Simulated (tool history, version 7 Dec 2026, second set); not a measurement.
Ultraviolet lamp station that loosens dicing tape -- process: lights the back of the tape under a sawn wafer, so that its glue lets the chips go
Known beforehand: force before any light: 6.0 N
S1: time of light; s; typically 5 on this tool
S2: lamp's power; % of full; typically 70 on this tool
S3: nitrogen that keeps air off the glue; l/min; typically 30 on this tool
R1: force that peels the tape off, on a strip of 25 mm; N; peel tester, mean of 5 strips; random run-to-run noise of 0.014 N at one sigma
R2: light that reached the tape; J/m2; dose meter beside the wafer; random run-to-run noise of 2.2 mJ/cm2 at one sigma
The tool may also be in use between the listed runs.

{"run": 1, "hour": 0.0, "S1": 5, "S2": 70, "S3": 30, "R1": 0.63, "R2": 2000}
{"run": 2, "hour": 31.3, "S1": 5, "S2": 70, "S3": 30, "R1": 0.632, "R2": 1920}
{"run": 3, "hour": 51.1, "S1": 5, "S2": 63, "S3": 30, "R1": 0.763, "R2": 1810}
{"hour": 66.2, "done": "window cleaned of glue's vapour"}
{"run": 4, "hour": 77.4, "S1": 5, "S2": 63, "S3": 30, "R1": 0.771, "R2": 1740}
{"run": 5, "hour": 104.8, "S1": 5, "S2": 63, "S3": 30, "R1": 0.752, "R2": 1760}
{"run": 6, "hour": 141.3, "S1": 5, "S2": 63, "S3": 30, "R1": 0.798, "R2": 1790}
{"run": 7, "hour": 176.5, "S1": 5, "S2": 63, "S3": 30, "R1": 0.723, "R2": 1800}
{"run": 8, "hour": 205.0, "S1": 5, "S2": 63, "S3": 30, "R1": 0.766, "R2": 1800}
{"run": 9, "hour": 235.6, "S1": 5, "S2": 63, "S3": 30, "R1": 0.734, "R2": 1800}
{"run": 10, "hour": 250.4, "S1": 5, "S2": 63, "S3": 30, "R1": 0.762, "R2": 1780}
{"run": 11, "hour": 269.1, "S1": 5, "S2": 95, "S3": 30, "R1": 0.359, "R2": 2670}
{"run": 12, "hour": 296.0, "S1": 5, "S2": 94, "S3": 36, "R1": 0.343, "R2": 2660}
{"run": 13, "hour": 323.1, "S1": 2, "S2": 94, "S3": 36, "R1": 1.508, "R2": 1050}
{"run": 14, "hour": 343.9, "S1": 2, "S2": 94, "S3": 36, "R1": 1.622, "R2": 1060}
{"run": 15, "hour": 373.8, "S1": 2, "S2": 84, "S3": 36, "R1": 1.838, "R2": 950}
{"run": 16, "hour": 406.7, "S1": 2, "S2": 60, "S3": 21, "R1": 2.83, "R2": 660}
{"run": 17, "hour": 443.4, "S1": 5, "S2": 95, "S3": 30, "R1": 0.367, "R2": 2690}
{"run": 18, "hour": 467.9, "S1": 7, "S2": 70, "S3": 29, "R1": 0.342, "R2": 2760}
{"run": 19, "hour": 502.7, "S1": 7, "S2": 62, "S3": 34, "R1": 0.402, "R2": 2450}
{"run": 20, "hour": 527.1, "S1": 7, "S2": 62, "S3": 9, "R1": 0.837, "R2": 2460}
{"run": 21, "hour": 542.1, "S1": 2, "S2": 99, "S3": 31, "R1": 1.536, "R2": 1110}

Alternative continuations, all from the tool just after run 21; predict every row:
{"run": "A", "hour": 573.8, "S1": 5, "S2": 71, "S3": 30, "R1": "?", "R2": "?"}
{"run": "B", "hour": 573.8, "S1": 2, "S2": 68, "S3": 31, "R1": "?", "R2": "?"}
{"run": "C", "hour": 573.8, "S1": 5, "S2": 93, "S3": 12, "R1": "?", "R2": "?"}
{"run": "D", "hour": 573.8, "S1": 2, "S2": 99, "S3": 31, "R1": "?", "R2": "?"}

run=A R1=0.604 R2=2020
run=B R1=2.337 R2=800
run=C R1=0.635 R2=2670
run=D R1=1.541 R2=1130
With the hidden condition removed and each run's random variation left untouched, the same runs would have given:
run=A R1=0.602 R2=2030
run=B R1=2.333 R2=800
run=C R1=0.632 R2=2670
run=D R1=1.538 R2=1130
